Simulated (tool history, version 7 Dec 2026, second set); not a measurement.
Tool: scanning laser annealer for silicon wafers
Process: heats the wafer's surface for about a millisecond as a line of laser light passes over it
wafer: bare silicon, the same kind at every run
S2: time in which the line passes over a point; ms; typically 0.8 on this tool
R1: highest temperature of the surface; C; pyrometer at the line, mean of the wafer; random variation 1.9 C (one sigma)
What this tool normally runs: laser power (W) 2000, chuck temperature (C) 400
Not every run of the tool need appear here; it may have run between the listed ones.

Run 1, hour 0: usual settings. Result: R1 1098 C.
Run 2, hour 7.7: usual settings. Result: R1 1095 C.
Run 3, hour 13.2: usual settings. Result: R1 1091 C.
Run 4, hour 22.1: usual settings. Result: R1 1093 C.
Run 5, hour 32.7: usual settings but laser power (W) 1715. Result: R1 1000 C.
Run 6, hour 39.7: usual settings but laser power (W) 1715. Result: R1 1000 C.
Run 7, hour 45.9: usual settings but laser power (W) 1715. Result: R1 995 C.
Run 8, hour 53.6: usual settings. Result: R1 1094 C.
Run 9, hour 63.5: usual settings. Result: R1 1096 C.
Run 10, hour 68.5: usual settings but laser power (W) 2199. Result: R1 1157 C.
Run 11, hour 77.3: usual settings but laser power (W) 2096. Result: R1 1123 C.
Run 12, hour 87.3: usual settings but laser power (W) 2099, chuck temperature (C) 421. Result: R1 1147 C.
Run 13, hour 94.9: usual settings but laser power (W) 2148, chuck temperature (C) 398. Result: R1 1141 C.
Run 14, hour 105.3: usual settings but laser power (W) 2026, S2 0.879 ms, chuck temperature (C) 423. Result: R1 1157 C.
Run 15, hour 113.3: usual settings but laser power (W) 1917, S2 0.934 ms, chuck temperature (C) 370. Result: R1 1084 C.
Run 16, hour 121.9: usual settings but laser power (W) 1917, S2 0.934 ms, chuck temperature (C) 370. Result: R1 1083 C.
Run 17, hour 127.9: usual settings but laser power (W) 1917, S2 0.934 ms, chuck temperature (C) 415. Result: R1 1131 C.
Run 18, hour 137.1: usual settings but laser power (W) 1917, S2 0.934 ms, chuck temperature (C) 415. Result: R1 1124 C.
Run 19, hour 145.2: usual settings but laser power (W) 1731, chuck temperature (C) 383. Result: R1 986 C.
Run 20, hour 155.2: usual settings but laser power (W) 1904, S2 0.569 ms, chuck temperature (C) 439. Result: R1 998 C.

5 ways to go on from here, each from the tool as it stands after run 20. What would each give?
Run A, hour 165.3: usual settings but laser power (W) 1904, S2 0.569 ms, chuck temperature (C) 372. Result: R1 ?.
Run B, hour 165.3: usual settings but laser power (W) 1904, S2 0.792 ms, chuck temperature (C) 439. Result: R1 ?.
Run C, hour 165.3: usual settings but laser power (W) 1904, S2 0.569 ms, chuck temperature (C) 404. Result: R1 ?.
Run D, hour 165.3: usual settings but laser power (W) 1904, S2 0.66 ms, chuck temperature (C) 374. Result: R1 ?.
Run E, hour 165.3: usual settings but laser power (W) 2052, S2 0.998 ms, chuck temperature (C) 438. Result: R1 ?.

run    R1
  A   932
  B  1092
  C   962
  D   975
  E  1221
With the hidden condition removed and each run's random variation left untouched, the same runs would have given:
run    R1
  A   945
  B  1107
  C   976
  D   990
  E  1240
